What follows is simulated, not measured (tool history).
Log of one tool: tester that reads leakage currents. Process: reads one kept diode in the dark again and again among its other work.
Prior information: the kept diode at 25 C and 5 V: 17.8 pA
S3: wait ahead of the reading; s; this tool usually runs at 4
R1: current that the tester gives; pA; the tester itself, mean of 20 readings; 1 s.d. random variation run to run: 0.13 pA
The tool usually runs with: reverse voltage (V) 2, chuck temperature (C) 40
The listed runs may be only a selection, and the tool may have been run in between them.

run 1 hour=0 | reverse_voltage_(V)=2 chuck_temperature_(C)=40 S3=4 | R1=40.92
run 2 hour=26.3 | reverse_voltage_(V)=2 chuck_temperature_(C)=40 S3=4 | R1=40.98
run 3 hour=55.3 | reverse_voltage_(V)=2 chuck_temperature_(C)=24 S3=4 | R1=11.68
run 4 hour=91.3 | reverse_voltage_(V)=2 chuck_temperature_(C)=24 S3=4 | R1=11.62
run 5 hour=110.4 | reverse_voltage_(V)=2 chuck_temperature_(C)=24 S3=4 | R1=11.74
run 6 hour=132.1 | reverse_voltage_(V)=2 chuck_temperature_(C)=40 S3=4 | R1=40.94
run 7 hour=161 | reverse_voltage_(V)=2 chuck_temperature_(C)=40 S3=4 | R1=40.89
run 8 hour=186.9 | reverse_voltage_(V)=2 chuck_temperature_(C)=40 S3=4 | R1=40.92
run 9 hour=218 | reverse_voltage_(V)=2.38 chuck_temperature_(C)=40 S3=4 | R1=43.76
run 10 hour=247.1 | reverse_voltage_(V)=2.38 chuck_temperature_(C)=40 S3=4 | R1=43.98
run 11 hour=281.8 | reverse_voltage_(V)=2.38 chuck_temperature_(C)=40 S3=0.38 | R1=45.67
run 12 hour=299.9 | reverse_voltage_(V)=2.38 chuck_temperature_(C)=40 S3=0.38 | R1=45.58
run 13 hour=329.9 | reverse_voltage_(V)=2 chuck_temperature_(C)=29 S3=4 | R1=17.38
run 14 hour=353.6 | reverse_voltage_(V)=2 chuck_temperature_(C)=29 S3=4 | R1=17.36
run 15 hour=386 | reverse_voltage_(V)=2 chuck_temperature_(C)=29 S3=4 | R1=17.33
run 16 hour=421.8 | reverse_voltage_(V)=2 chuck_temperature_(C)=40 S3=1.49 | R1=41.17
run 17 hour=438 | reverse_voltage_(V)=2 chuck_temperature_(C)=40 S3=1.49 | R1=41.32
run 18 hour=476.8 | reverse_voltage_(V)=2 chuck_temperature_(C)=40 S3=1.49 | R1=41.31
run 19 hour=502.5 | reverse_voltage_(V)=2 chuck_temperature_(C)=40 S3=1.27 | R1=41.41
run 20 hour=519 | reverse_voltage_(V)=2 chuck_temperature_(C)=40 S3=1.27 | R1=41.29
run 21 hour=556.6 | reverse_voltage_(V)=11.1 chuck_temperature_(C)=47 S3=4 | R1=133.97
run 22 hour=583.7 | reverse_voltage_(V)=14.48 chuck_temperature_(C)=27 S3=0.42 | R1=43.79
run 23 hour=615.1 | reverse_voltage_(V)=2 chuck_temperature_(C)=40 S3=4.85 | R1=40.89
run 24 hour=642.2 | reverse_voltage_(V)=13.29 chuck_temperature_(C)=58 S3=1.62 | R1=310.25
run 25 hour=658.5 | reverse_voltage_(V)=4.74 chuck_temperature_(C)=40 S3=0.32 | R1=62.1
run 26 hour=692.8 | reverse_voltage_(V)=3.47 chuck_temperature_(C)=34 S3=5.58 | R1=32.22
run 27 hour=719 | reverse_voltage_(V)=6.25 chuck_temperature_(C)=34 S3=5.58 | R1=40.49
run 28 hour=753.6 | reverse_voltage_(V)=3.47 chuck_temperature_(C)=29 S3=3.51 | R1=21.87
run 29 hour=786 | reverse_voltage_(V)=6.8 chuck_temperature_(C)=45 S3=7.73 | R1=95.52
run 30 hour=807.1 | reverse_voltage_(V)=4.06 chuck_temperature_(C)=32 S3=2 | R1=29.57
run 31 hour=825 | reverse_voltage_(V)=4.06 chuck_temperature_(C)=32 S3=2 | R1=29.63
run 32 hour=860.2 | reverse_voltage_(V)=1.36 chuck_temperature_(C)=34 S3=4 | R1=22.16
run 33 hour=894 | reverse_voltage_(V)=2 chuck_temperature_(C)=52 S3=4 | R1=97.19
run 34 hour=932.1 | reverse_voltage_(V)=2 chuck_temperature_(C)=52 S3=4 | R1=97.21
run 35 hour=950.9 | reverse_voltage_(V)=15.03 chuck_temperature_(C)=46 S3=1.73 | R1=143.46
run 36 hour=967.5 | reverse_voltage_(V)=8.49 chuck_temperature_(C)=42 S3=2.32 | R1=84.8
run 37 hour=986.2 | reverse_voltage_(V)=3.67 chuck_temperature_(C)=42 S3=2.32 | R1=60.55
run 38 hour=1013.2 | reverse_voltage_(V)=3.67 chuck_temperature_(C)=22 S3=2.32 | R1=12.84
run 39 hour=1046.9 | reverse_voltage_(V)=3.13 chuck_temperature_(C)=33 S3=3.97 | R1=28.56

Between the runs listed above, the log contained 1 entry, not reproduced here. Where in the sequence does each belong, and how does what the log doesn't record of the tool's condition differ from the listed run before to the listed run after?
From run 3 to run 4: chuck's temperature calibrated (hour 65.3)
  no difference in the tool's unlogged condition between these two runs
